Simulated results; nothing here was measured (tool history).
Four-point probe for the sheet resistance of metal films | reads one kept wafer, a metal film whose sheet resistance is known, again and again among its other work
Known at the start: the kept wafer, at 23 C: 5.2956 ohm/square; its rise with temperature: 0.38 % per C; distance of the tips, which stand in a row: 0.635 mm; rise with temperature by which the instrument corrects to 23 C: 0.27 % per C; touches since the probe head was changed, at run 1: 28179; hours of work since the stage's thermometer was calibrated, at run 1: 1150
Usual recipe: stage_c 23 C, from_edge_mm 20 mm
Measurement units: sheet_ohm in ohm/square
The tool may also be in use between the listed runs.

run	day	stage_c	from_edge_mm	touches since the probe head was changed	hours of work since the stage's thermometer was calibrated	sheet_ohm
1	0.000	23	20	28179	1150	5.338250
2	2.054	23	20	30033	1182	5.338572
# day 4.675: stage's thermometer calibrated
3	5.196	23	20	32851	8	5.342318
4	8.871	25	20	36166	66	5.356789
5	11.354	23	20	38409	105	5.346874
6	13.996	23	20	40791	146	5.347894
7	15.704	23	20	42335	173	5.348688
8	18.954	23	20	45268	224	5.350364
9	20.988	24	20	47102	256	5.358007
# day 22.879: stage's thermometer calibrated, once more
10	24.858	24	20	50579	31	5.344270
11	27.054	24	20	52559	65	5.343601
12	29.854	23	63	55085	109	5.336558
13	33.342	23	63	58232	164	5.338932
14	35.975	23	60	60610	205	5.340945
15	39.279	23	60	63591	257	5.343181
16	41.779	23	60	65849	296	5.345523
17	44.171	23	20	68009	334	5.348111
18	46.662	33	20	70256	373	5.410294
19	49.738	23	20	73033	421	5.350155
20	52.021	23	20	75093	457	5.351743
21	55.883	23	20	78580	517	5.354952
22	58.075	23	20	80558	551	5.356161
23	61.558	23	20	83699	606	5.358487
24	64.683	29	12	86520	655	5.402206
25	66.592	29	28	88242	685	5.395730
26	68.533	22	30	89997	715	5.354017
27	71.521	22	30	92692	762	5.355608
28	73.479	23	4	94458	793	5.434232
29	75.125	32	17	95945	819	5.420023
30	77.925	32	17	98473	862	5.422109
31	81.021	34	10	101265	911	5.443633
32	83.529	23	24	103529	950	5.368634
33	86.254	24	40	105991	993	5.374666
# day 87.304: new probe head fitted
34	88.462	31	6	1043	1027	5.370114
35	91.192	31	6	3507	1070	5.372996
36	93.525	28	7	5612	1106	5.346819
37	95.312	28	7	7225	1134	5.347865
38	98.725	28	3	10308	1188	5.451416
# day 100.938: stage's thermometer calibrated
39	100.938	23	37	12286	0	5.289448
40	104.058	23	10	15102	49	5.303601
41	107.583	20	13	18282	104	5.282517
42	111.325	20	13	21660	163	5.283734

Run by run, hidden condition taken away, random variation retained:
Hidden conditions of the tool in this case: inner tips' distance over the nominal, %; tips' flats over new ones', %; wafer's true temperature over the reading, C; drift of the gauge itself on sheet_ohm, %.
run	sheet_ohm
1	5.297463
2	5.296720
3	5.297758
4	5.310303
5	5.299073
6	5.298733
7	5.298626
8	5.298676
9	5.305167
10	5.305057
11	5.303263
12	5.294820
13	5.295327
14	5.295836
15	5.296235
16	5.297200
17	5.298446
18	5.358734
19	5.297513
20	5.297818
21	5.298801
22	5.298887
23	5.299333
24	5.340908
25	5.333551
26	5.291278
27	5.291258
28	5.367983
29	5.353262
30	5.353690
31	5.373221
32	5.297569
33	5.301970
34	5.375388
35	5.376796
36	5.349347
37	5.349383
38	5.451281
39	5.295707
40	5.308023
41	5.285097
42	5.284223
